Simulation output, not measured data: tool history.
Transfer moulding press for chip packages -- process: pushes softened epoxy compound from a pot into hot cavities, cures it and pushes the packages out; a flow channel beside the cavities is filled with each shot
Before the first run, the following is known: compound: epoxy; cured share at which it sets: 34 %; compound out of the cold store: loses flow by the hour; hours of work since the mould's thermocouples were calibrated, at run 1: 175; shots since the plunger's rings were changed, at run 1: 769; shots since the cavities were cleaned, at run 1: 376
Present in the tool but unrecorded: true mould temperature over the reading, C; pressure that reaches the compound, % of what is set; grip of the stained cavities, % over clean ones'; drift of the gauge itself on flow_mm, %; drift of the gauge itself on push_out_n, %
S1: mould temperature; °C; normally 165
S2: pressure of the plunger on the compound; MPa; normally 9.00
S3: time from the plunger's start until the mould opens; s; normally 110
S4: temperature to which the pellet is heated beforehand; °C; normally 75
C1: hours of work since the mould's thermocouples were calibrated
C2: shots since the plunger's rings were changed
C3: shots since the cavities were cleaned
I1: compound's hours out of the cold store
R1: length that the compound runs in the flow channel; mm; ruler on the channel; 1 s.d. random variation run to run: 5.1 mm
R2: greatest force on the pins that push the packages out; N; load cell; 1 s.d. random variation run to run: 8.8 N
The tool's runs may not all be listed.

run,hour,S1,S2,S3,S4,C1,C2,C3,I1,R1,R2
1,0.0,165,9.00,110,75,175,769,376,35.4,802,478
2,43.7,165,9.00,110,75,197,1152,759,32.5,817,542
# hour 49.0: cavities cleaned with cleaning compound and waxed
3,79.9,165,9.00,110,75,214,1457,272,17.7,889,604
4,115.8,165,9.00,110,81,231,1772,587,12.4,917,626
# hour 141.7: cavities cleaned with cleaning compound and waxed
# hour 154.9: cavities cleaned with cleaning compound and waxed, once more
5,181.1,165,9.00,110,81,262,2319,231,24.7,848,456
# hour 246.9: cavities cleaned with cleaning compound and waxed
6,247.8,165,9.00,110,81,294,2891,8,42.4,757,385
7,290.8,165,9.00,110,81,315,3267,384,29.0,813,484
8,326.0,165,9.00,102,75,332,3577,694,44.0,750,589
# hour 343.5: cavities cleaned with cleaning compound and waxed
9,386.3,167,7.59,91,81,361,4092,375,8.0,843,645
# hour 439.4: cavities cleaned with cleaning compound and waxed
# hour 445.4: plunger's sealing rings changed
10,445.4,166,7.59,91,81,388,0,31,19.6,819,508
11,512.9,166,7.59,91,81,421,592,623,47.2,689,644
# hour 534.3: cavities cleaned with cleaning compound and waxed
12,555.2,165,8.57,100,78,442,950,184,15.9,886,512
13,587.4,162,8.57,100,84,457,1233,467,32.3,805,657
14,617.5,166,9.00,91,73,472,1496,730,28.0,838,684
# hour 630.2: cavities cleaned with cleaning compound and waxed
15,671.0,165,9.26,104,66,498,1953,358,37.4,804,529

Here are 5 independent what-if runs from the current tool condition. What would each one return?
# hour 724.3: cavities cleaned with cleaning compound and waxed
A,735.5,157,9.26,104,66,529,2506,99,25.8,?,?
# hour 724.3: cavities cleaned with cleaning compound and waxed
B,735.5,164,9.26,104,66,529,2506,99,44.7,?,?
# hour 724.3: cavities cleaned with cleaning compound and waxed
C,735.5,165,9.00,130,80,529,2506,99,33.4,?,?
# hour 724.3: cavities cleaned with cleaning compound and waxed
D,735.5,165,9.26,138,66,529,2506,99,33.7,?,?
# hour 724.3: cavities cleaned with cleaning compound and waxed
E,735.5,165,9.53,110,84,529,2506,99,32.0,?,?

run,R1,R2
A,862,760
B,766,480
C,797,362
D,809,351
E,827,425
The same runs, with their run-to-run variation unchanged, on a tool lacking any hidden condition would have given:
run,R1,R2
A,887,735
B,787,457
C,819,336
D,832,324
E,851,401
